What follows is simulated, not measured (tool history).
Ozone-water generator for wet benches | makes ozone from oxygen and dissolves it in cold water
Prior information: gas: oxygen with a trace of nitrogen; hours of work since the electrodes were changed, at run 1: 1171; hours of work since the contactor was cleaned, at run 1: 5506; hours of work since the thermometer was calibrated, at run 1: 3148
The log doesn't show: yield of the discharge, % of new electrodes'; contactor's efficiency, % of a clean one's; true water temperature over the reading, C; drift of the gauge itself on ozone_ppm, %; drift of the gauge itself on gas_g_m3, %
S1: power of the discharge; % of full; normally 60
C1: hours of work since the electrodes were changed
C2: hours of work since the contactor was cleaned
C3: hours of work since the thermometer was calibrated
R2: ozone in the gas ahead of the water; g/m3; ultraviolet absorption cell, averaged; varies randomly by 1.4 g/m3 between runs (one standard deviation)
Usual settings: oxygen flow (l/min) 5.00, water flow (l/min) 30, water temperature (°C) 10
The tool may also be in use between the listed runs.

Run 1, hour 0.0: usual settings; C1 1171; C2 5506; C3 3148. Result: dissolved ozone (ppm) 22.9, R2 245.0 g/m3.
Run 2, hour 39.3: usual settings; C1 1207; C2 5541; C3 3183. Result: dissolved ozone (ppm) 22.9, R2 244.7 g/m3.
Run 3, hour 64.5: usual settings; C1 1230; C2 5564; C3 3206. Result: dissolved ozone (ppm) 22.8, R2 245.6 g/m3.
Run 4, hour 86.5: usual settings; C1 1250; C2 5584; C3 3226. Result: dissolved ozone (ppm) 23.0, R2 246.4 g/m3.
Run 5, hour 109.1: usual settings but oxygen flow (l/min) 7.09; C1 1270; C2 5605; C3 3247. Result: dissolved ozone (ppm) 24.3, R2 207.8 g/m3.
Run 6, hour 142.6: usual settings but water temperature (°C) 7; C1 1301; C2 5635; C3 3277. Result: dissolved ozone (ppm) 23.4, R2 246.5 g/m3.
Run 7, hour 180.0: usual settings; C1 1335; C2 5669; C3 3311. Result: dissolved ozone (ppm) 22.8, R2 244.9 g/m3.
Run 8, hour 203.3: usual settings; C1 1356; C2 5690; C3 3332. Result: dissolved ozone (ppm) 22.8, R2 247.0 g/m3.
Run 9, hour 227.8: usual settings; C1 1378; C2 5712; C3 3354. Result: dissolved ozone (ppm) 22.9, R2 242.2 g/m3.
Run 10, hour 247.1: usual settings; C1 1395; C2 5730; C3 3372. Result: dissolved ozone (ppm) 22.7, R2 243.6 g/m3.
Run 11, hour 268.7: usual settings; C1 1415; C2 5749; C3 3391. Result: dissolved ozone (ppm) 22.7, R2 242.3 g/m3.
Run 12, hour 291.3: usual settings; C1 1436; C2 5770; C3 3412. Result: dissolved ozone (ppm) 22.5, R2 243.8 g/m3.
Run 13, hour 321.1: usual settings; C1 1463; C2 5797; C3 3439. Result: dissolved ozone (ppm) 22.8, R2 244.0 g/m3.
Run 14, hour 344.4: usual settings but water temperature (°C) 7; C1 1484; C2 5818; C3 3460. Result: dissolved ozone (ppm) 23.4, R2 244.4 g/m3.
Run 15, hour 385.5: usual settings but water temperature (°C) 7; C1 1521; C2 5855; C3 3497. Result: dissolved ozone (ppm) 22.8, R2 244.2 g/m3.
Run 16, hour 402.5: usual settings but S1 43 % of full, oxygen flow (l/min) 3.66, water temperature (°C) 14; C1 1536; C2 5871; C3 3513. Result: dissolved ozone (ppm) 16.9, R2 239.1 g/m3.
At hour 435.6: contactor cleaned.
Run 17, hour 446.9: usual settings but S1 43 % of full, oxygen flow (l/min) 6.70, water temperature (°C) 14; C1 1573; C2 10; C3 3549. Result: dissolved ozone (ppm) 19.9, R2 181.0 g/m3.
Run 18, hour 483.9: usual settings but oxygen flow (l/min) 3.24, water temperature (°C) 5; C1 1607; C2 44; C3 3583. Result: dissolved ozone (ppm) 20.9, R2 298.0 g/m3.
Run 19, hour 514.3: usual settings but S1 87 % of full, oxygen flow (l/min) 2.58, water flow (l/min) 32, water temperature (°C) 7; C1 1634; C2 71; C3 3610. Result: dissolved ozone (ppm) 21.6, R2 400.4 g/m3.
Run 20, hour 540.5: usual settings but S1 77 % of full, oxygen flow (l/min) 7.09, water temperature (°C) 6; C1 1658; C2 95; C3 3634. Result: dissolved ozone (ppm) 29.4, R2 231.7 g/m3.
Run 21, hour 559.2: usual settings but oxygen flow (l/min) 5.50, water flow (l/min) 35; C1 1675; C2 112; C3 3651. Result: dissolved ozone (ppm) 20.3, R2 231.9 g/m3.
Run 22, hour 599.7: usual settings but oxygen flow (l/min) 5.50, water flow (l/min) 35; C1 1712; C2 149; C3 3688. Result: dissolved ozone (ppm) 20.5, R2 231.6 g/m3.

Run 23 has not been measured yet. What should we expect?
Run 23, hour 619.1: usual settings but oxygen flow (l/min) 5.50, water flow (l/min) 35; C1 1729; C2 166; C3 3706. Result: dissolved ozone (ppm) ?, R2 ?.

dissolved ozone (ppm): 20.3
R2: 230.9 g/m3
Were there no unlogged condition in the tool, this run, its random variation unchanged, would have produced dissolved ozone (ppm) 21.5, R2 243.2 g/m3.

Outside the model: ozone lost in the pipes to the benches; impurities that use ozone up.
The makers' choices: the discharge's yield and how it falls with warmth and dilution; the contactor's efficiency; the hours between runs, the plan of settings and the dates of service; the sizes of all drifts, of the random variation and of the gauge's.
